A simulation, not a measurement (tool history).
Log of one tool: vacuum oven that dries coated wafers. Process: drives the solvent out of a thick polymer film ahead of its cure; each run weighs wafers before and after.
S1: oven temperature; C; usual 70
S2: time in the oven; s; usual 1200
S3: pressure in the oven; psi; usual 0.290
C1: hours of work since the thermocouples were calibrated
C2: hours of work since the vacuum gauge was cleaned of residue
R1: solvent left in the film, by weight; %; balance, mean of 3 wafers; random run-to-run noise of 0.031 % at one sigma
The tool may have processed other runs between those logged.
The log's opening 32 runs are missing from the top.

Run 33, day 37.475: usual settings but S3 0.396 psi; C1 792; C2 1212. Result: R1 2.90 %.
Run 34, day 39.042: usual settings but S3 0.161 psi; C1 820; C2 1241. Result: R1 1.41 %.
Run 35, day 39.758: usual settings but S1 71 C, S3 0.171 psi; C1 833; C2 1254. Result: R1 1.44 %.
Run 36, day 41.021: usual settings but S1 71 C, S2 600 s, S3 0.631 psi; C1 856; C2 1276. Result: R1 5.25 %.
Run 37, day 41.967: usual settings but S1 60 C, S2 900 s; C1 873; C2 1294. Result: R1 4.58 %.
Run 38, day 43.375: usual settings but S1 78 C, S2 1560 s, S3 0.357 psi; C1 899; C2 1319. Result: R1 1.71 %.
Run 39, day 44.633: usual settings but S1 78 C, S2 1560 s, S3 0.357 psi; C1 921; C2 1342. Result: R1 1.68 %.
Run 40, day 46.025: usual settings but S1 78 C, S2 660 s, S3 0.189 psi; C1 947; C2 1367. Result: R1 1.78 %.
At day 46.429: oven's thermocouples calibrated.
Run 41, day 47.071: usual settings but S1 81 C, S2 660 s, S3 1.066 psi; C1 12; C2 1385. Result: R1 4.77 %.
Run 42, day 47.917: usual settings but S1 81 C, S2 660 s, S3 1.066 psi; C1 27; C2 1400. Result: R1 4.74 %.
Run 43, day 48.925: usual settings but S1 80 C, S2 720 s, S3 0.804 psi; C1 45; C2 1418. Result: R1 3.83 %.
Run 44, day 49.942: usual settings but S1 68 C, S2 720 s, S3 0.260 psi; C1 64; C2 1437. Result: R1 3.35 %.
Run 45, day 50.704: usual settings but S2 720 s; C1 78; C2 1450. Result: R1 3.18 %.
Run 46, day 51.867: usual settings but S1 72 C, S2 1380 s; C1 99; C2 1471. Result: R1 1.92 %.

Here are 3 independent what-if runs from the current tool condition. What would each one return?
Run A, day 52.738: usual settings but S1 58 C, S2 1020 s, S3 0.451 psi; C1 114; C2 1487. Result: R1 ?.
Run B, day 52.738: usual settings but S1 72 C, S2 1500 s, S3 0.220 psi; C1 114; C2 1487. Result: R1 ?.
Run C, day 52.738: usual settings but S1 72 C, S2 960 s, S3 0.438 psi; C1 114; C2 1487. Result: R1 ?.

run    R1
  A  6.17
  B  1.37
  C  3.08
What these runs would have given with no unlogged condition in the tool:
run    R1
  A  6.16
  B  1.37
  C  3.08
